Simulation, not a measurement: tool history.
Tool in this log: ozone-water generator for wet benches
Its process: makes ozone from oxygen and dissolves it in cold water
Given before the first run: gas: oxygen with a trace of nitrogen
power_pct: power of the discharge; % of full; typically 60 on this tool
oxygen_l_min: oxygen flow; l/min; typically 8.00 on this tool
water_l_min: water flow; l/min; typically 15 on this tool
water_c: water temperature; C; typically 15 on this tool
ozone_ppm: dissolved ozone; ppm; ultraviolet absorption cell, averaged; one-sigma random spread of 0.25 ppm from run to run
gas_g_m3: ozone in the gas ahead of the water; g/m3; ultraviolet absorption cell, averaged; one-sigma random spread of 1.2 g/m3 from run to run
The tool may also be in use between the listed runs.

Run 1, hour 0.0: usual settings. Result: ozone_ppm 37.9 ppm, gas_g_m3 221.8 g/m3.
Run 2, hour 102.2: usual settings but power_pct 48 % of full. Result: ozone_ppm 31.0 ppm, gas_g_m3 183.5 g/m3.
At hour 134.2: electrodes of the discharge changed.
Run 3, hour 232.7: usual settings but water_l_min 21 l/min. Result: ozone_ppm 29.6 ppm, gas_g_m3 223.0 g/m3.
Run 4, hour 349.0: usual settings but water_l_min 21 l/min. Result: ozone_ppm 29.6 ppm, gas_g_m3 223.0 g/m3.
Run 5, hour 441.7: usual settings but water_l_min 21 l/min. Result: ozone_ppm 29.9 ppm, gas_g_m3 224.3 g/m3.
At hour 457.0: water thermometer calibrated.
Run 6, hour 538.5: usual settings. Result: ozone_ppm 38.0 ppm, gas_g_m3 223.5 g/m3.
Run 7, hour 679.8: usual settings but water_l_min 17 l/min. Result: ozone_ppm 34.5 ppm, gas_g_m3 223.5 g/m3.
Run 8, hour 749.8: usual settings but water_l_min 17 l/min. Result: ozone_ppm 35.0 ppm, gas_g_m3 222.0 g/m3.
At hour 807.3: contactor cleaned.
Run 9, hour 823.3: usual settings but water_l_min 17 l/min. Result: ozone_ppm 35.3 ppm, gas_g_m3 222.1 g/m3.
Run 10, hour 965.6: usual settings but water_l_min 17 l/min. Result: ozone_ppm 34.9 ppm, gas_g_m3 221.3 g/m3.
Run 11, hour 1060.4: usual settings but water_l_min 17 l/min. Result: ozone_ppm 34.9 ppm, gas_g_m3 223.3 g/m3.
Run 12, hour 1180.0: usual settings but water_l_min 17 l/min. Result: ozone_ppm 34.4 ppm, gas_g_m3 224.9 g/m3.
Run 13, hour 1247.4: usual settings but water_l_min 14 l/min, water_c 9 C. Result: ozone_ppm 45.0 ppm, gas_g_m3 223.2 g/m3.
Run 14, hour 1341.9: usual settings but water_c 7 C. Result: ozone_ppm 43.9 ppm, gas_g_m3 224.0 g/m3.
Run 15, hour 1490.9: usual settings but oxygen_l_min 5.61 l/min, water_c 7 C. Result: ozone_ppm 43.5 ppm, gas_g_m3 265.7 g/m3.
Run 16, hour 1597.2: usual settings but oxygen_l_min 5.61 l/min, water_c 7 C. Result: ozone_ppm 43.0 ppm, gas_g_m3 262.4 g/m3.
Run 17, hour 1711.6: usual settings but oxygen_l_min 5.61 l/min, water_c 7 C. Result: ozone_ppm 43.5 ppm, gas_g_m3 266.3 g/m3.
Run 18, hour 1846.4: usual settings but power_pct 80 % of full, oxygen_l_min 4.79 l/min, water_l_min 19 l/min. Result: ozone_ppm 40.5 ppm, gas_g_m3 368.1 g/m3.
Run 19, hour 1963.1: usual settings but power_pct 80 % of full, oxygen_l_min 4.79 l/min, water_l_min 19 l/min. Result: ozone_ppm 40.9 ppm, gas_g_m3 370.6 g/m3.
Run 20, hour 2042.4: usual settings but power_pct 80 % of full, oxygen_l_min 4.79 l/min, water_l_min 19 l/min. Result: ozone_ppm 40.5 ppm, gas_g_m3 368.9 g/m3.
Run 21, hour 2126.6: usual settings but power_pct 80 % of full, oxygen_l_min 4.79 l/min, water_l_min 19 l/min. Result: ozone_ppm 40.5 ppm, gas_g_m3 370.3 g/m3.
Run 22, hour 2268.4: usual settings but power_pct 80 % of full, oxygen_l_min 4.79 l/min, water_l_min 18 l/min, water_c 12 C. Result: ozone_ppm 44.2 ppm, gas_g_m3 367.2 g/m3.
Run 23, hour 2369.6: usual settings but power_pct 80 % of full, oxygen_l_min 7.07 l/min, water_l_min 14 l/min, water_c 12 C. Result: ozone_ppm 54.9 ppm, gas_g_m3 307.4 g/m3.
Run 24, hour 2480.9: usual settings but oxygen_l_min 8.41 l/min, water_l_min 17 l/min. Result: ozone_ppm 34.5 ppm, gas_g_m3 219.0 g/m3.

Forecast each of these 5 alternatives for the next run:
Run A, hour 2612.0: usual settings but power_pct 64 % of full, oxygen_l_min 8.41 l/min, water_l_min 17 l/min. Result: ozone_ppm ?, gas_g_m3 ?.
Run B, hour 2612.0: usual settings but power_pct 93 % of full, oxygen_l_min 13.78 l/min. Result: ozone_ppm ?, gas_g_m3 ?.
Run C, hour 2612.0: usual settings but oxygen_l_min 8.41 l/min, water_l_min 17 l/min, water_c 8 C. Result: ozone_ppm ?, gas_g_m3 ?.
Run D, hour 2612.0: usual settings but power_pct 100 % of full, oxygen_l_min 12.69 l/min, water_l_min 17 l/min. Result: ozone_ppm ?, gas_g_m3 ?.
Run E, hour 2612.0: usual settings but oxygen_l_min 8.41 l/min, water_l_min 12 l/min, water_c 8 C. Result: ozone_ppm ?, gas_g_m3 ?.

run  ozone_ppm  gas_g_m3
  A       37.0     230.1
  B       52.0     253.2
  C       39.4     216.2
  D       52.5     284.2
  E       50.0     219.5
With no hidden state in the tool, these same runs would have given:
run  ozone_ppm  gas_g_m3
  A       37.0     230.4
  B       52.1     253.6
  C       39.5     216.5
  D       52.6     284.8
  E       50.1     219.8

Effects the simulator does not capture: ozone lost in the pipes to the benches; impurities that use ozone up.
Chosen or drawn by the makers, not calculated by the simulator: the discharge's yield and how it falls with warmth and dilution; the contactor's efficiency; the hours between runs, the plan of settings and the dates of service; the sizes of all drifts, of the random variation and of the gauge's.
